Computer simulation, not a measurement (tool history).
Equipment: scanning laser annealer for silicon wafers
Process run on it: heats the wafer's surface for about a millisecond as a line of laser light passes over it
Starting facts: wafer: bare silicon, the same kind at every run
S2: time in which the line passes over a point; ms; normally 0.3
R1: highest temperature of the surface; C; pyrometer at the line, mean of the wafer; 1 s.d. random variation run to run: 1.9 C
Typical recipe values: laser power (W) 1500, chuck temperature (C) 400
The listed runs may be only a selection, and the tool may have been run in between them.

run 1 day=0 | laser_power_(W)=1500 S2=0.3 chuck_temperature_(C)=400 | R1=1228
run 2 day=0.729 | laser_power_(W)=1500 S2=0.3 chuck_temperature_(C)=400 | R1=1229
run 3 day=1.5 | laser_power_(W)=1500 S2=0.3 chuck_temperature_(C)=400 | R1=1228
run 4 day=2.142 | laser_power_(W)=1500 S2=0.3 chuck_temperature_(C)=400 | R1=1230
run 5 day=3.1 | laser_power_(W)=1500 S2=0.3 chuck_temperature_(C)=400 | R1=1233
run 6 day=4.212 | laser_power_(W)=1500 S2=0.3 chuck_temperature_(C)=400 | R1=1229
run 7 day=4.983 | laser_power_(W)=1500 S2=0.3 chuck_temperature_(C)=400 | R1=1230
run 8 day=5.583 | laser_power_(W)=1500 S2=0.3 chuck_temperature_(C)=400 | R1=1230
run 9 day=6.575 | laser_power_(W)=1500 S2=0.3 chuck_temperature_(C)=400 | R1=1226
run 10 day=7.296 | laser_power_(W)=1500 S2=0.294 chuck_temperature_(C)=394 | R1=1216
run 11 day=7.879 | laser_power_(W)=1564 S2=0.324 chuck_temperature_(C)=405 | R1=1313
run 12 day=8.396 | laser_power_(W)=1564 S2=0.228 chuck_temperature_(C)=387 | R1=1146
run 13 day=9.442 | laser_power_(W)=1551 S2=0.228 chuck_temperature_(C)=392 | R1=1141
run 14 day=9.917 | laser_power_(W)=1519 S2=0.359 chuck_temperature_(C)=412 | R1=1333

Here are 4 independent what-if runs from the current tool condition. What would each one return?
run A day=10.883 | laser_power_(W)=1576 S2=0.294 chuck_temperature_(C)=365 | R1=?
run B day=10.883 | laser_power_(W)=1519 S2=0.27 chuck_temperature_(C)=412 | R1=?
run C day=10.883 | laser_power_(W)=1519 S2=0.359 chuck_temperature_(C)=370 | R1=?
run D day=10.883 | laser_power_(W)=1519 S2=0.359 chuck_temperature_(C)=414 | R1=?

run=A R1=1238
run=B R1=1212
run=C R1=1292
run=D R1=1337
Had the tool no hidden state, the same runs would have come out as:
run=A R1=1239
run=B R1=1213
run=C R1=1293
run=D R1=1339
